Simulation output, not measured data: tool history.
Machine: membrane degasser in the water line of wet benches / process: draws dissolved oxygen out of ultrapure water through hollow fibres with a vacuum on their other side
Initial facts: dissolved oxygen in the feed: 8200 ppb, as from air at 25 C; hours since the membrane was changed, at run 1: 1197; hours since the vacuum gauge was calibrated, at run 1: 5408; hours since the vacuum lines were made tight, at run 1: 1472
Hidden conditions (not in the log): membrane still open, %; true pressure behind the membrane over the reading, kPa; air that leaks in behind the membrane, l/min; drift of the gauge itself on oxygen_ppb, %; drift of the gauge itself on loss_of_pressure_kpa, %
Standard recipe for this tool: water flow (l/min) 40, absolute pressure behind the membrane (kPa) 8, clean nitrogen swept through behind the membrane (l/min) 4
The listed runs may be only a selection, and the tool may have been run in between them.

| run | hour | water flow (l/min) | absolute pressure behind the membrane (kPa) | clean nitrogen swept through behind the membrane (l/min) | hours since the membrane was changed | hours since the vacuum gauge was calibrated | hours since the vacuum lines were made tight | dissolved oxygen in the water behind the degasser (ppb) | pressure that the water loses in the fibres (kPa) |
|---|---|---|---|---|---|---|---|---|---|
| 1 | 0 | 40 | 8 | 4 | 1197 | 5408 | 1472 | 117.4 | 43.06 |
| 2 | 43.9 | 40 | 8 | 4 | 1241 | 5452 | 1516 | 118.9 | 42.87 |
| 3 | 76.7 | 40 | 8 | 4 | 1274 | 5484 | 1549 | 118.1 | 42.8 |
| 4 | 124.5 | 40 | 8 | 4 | 1322 | 5532 | 1596 | 119.3 | 42.56 |
| 5 | 152.9 | 40 | 8 | 4 | 1350 | 5561 | 1625 | 121.3 | 42.84 |
| 6 | 186.9 | 46 | 8 | 4 | 1384 | 5595 | 1659 | 140.1 | 49.29 |
| 7 | 231.1 | 40 | 8 | 4 | 1429 | 5639 | 1703 | 119.3 | 42.78 |
| 8 | 274.1 | 40 | 8 | 4 | 1472 | 5682 | 1746 | 122.8 | 42.88 |
| 9 | 303.1 | 40 | 8 | 4 | 1501 | 5711 | 1775 | 119.2 | 42.6 |
| 10 | 341 | 40 | 8 | 4 | 1538 | 5749 | 1813 | 119.9 | 42.55 |
| 11 | 388.7 | 40 | 8 | 4 | 1586 | 5796 | 1861 | 120.3 | 42.92 |
| 12 | 421 | 38 | 8 | 4 | 1618 | 5829 | 1893 | 114 | 40.33 |
| 13 | 470.4 | 38 | 8 | 4 | 1668 | 5878 | 1942 | 115.4 | 40.6 |
| 14 | 496.4 | 38 | 8 | 4 | 1694 | 5904 | 1968 | 113.5 | 40.69 |
| 15 | 518 | 38 | 8 | 4 | 1715 | 5926 | 1990 | 113.4 | 40.88 |
| 16 | 549.9 | 38 | 8 | 4 | 1747 | 5958 | 2022 | 115.1 | 40.81 |
| 17 | 598.7 | 60 | 10.44 | 9.34 | 1796 | 6006 | 2071 | 134.3 | 63.92 |
| 18 | 644.6 | 60 | 10.44 | 9.34 | 1842 | 6052 | 2116 | 132.2 | 64.32 |
| 19 | 695.4 | 46 | 15.93 | 9.34 | 1893 | 6103 | 2167 | 160.2 | 49.23 |
| 20 | 746.9 | 46 | 15.93 | 9.34 | 1944 | 6155 | 2219 | 159.8 | 49.43 |
| 21 | 782.5 | 34 | 10.98 | 9.85 | 1980 | 6190 | 2254 | 69 | 36.4 |
| 22 | 827 | 62 | 8.87 | 2.68 | 2024 | 6235 | 2299 | 305.1 | 66.3 |
| 23 | 871.7 | 40 | 10.24 | 6.99 | 2069 | 6279 | 2344 | 103.4 | 42.71 |
| 24 | 919.2 | 40 | 17.69 | 3.2 | 2117 | 6327 | 2391 | 409.8 | 43.17 |
| 25 | 965 | 40 | 17.69 | 3.2 | 2162 | 6373 | 2437 | 412.6 | 42.7 |
| 26 | 1004.2 | 30 | 5.91 | 4 | 2202 | 6412 | 2476 | 51.2 | 32.27 |
| 27 | 1041.8 | 40 | 8 | 8.37 | 2239 | 6450 | 2514 | 62.9 | 42.86 |
| 28 | 1085.9 | 52 | 6.76 | 4 | 2283 | 6494 | 2558 | 123.5 | 56.06 |

What does the tool deliver on the next run?
| 29 | 1126.7 | 40 | 15.41 | 8.55 | 2324 | 6534 | 2599 | ? | ? |

{"run 29": {"dissolved oxygen in the water behind the degasser (ppb)": 144.8, "pressure that the water loses in the fibres (kPa)": 43.07}}
Take away the tool's hidden state, keep the run-to-run variation as it was, and the same run would have given dissolved oxygen in the water behind the degasser (ppb) 143.1, pressure that the water loses in the fibres (kPa) 42.39.
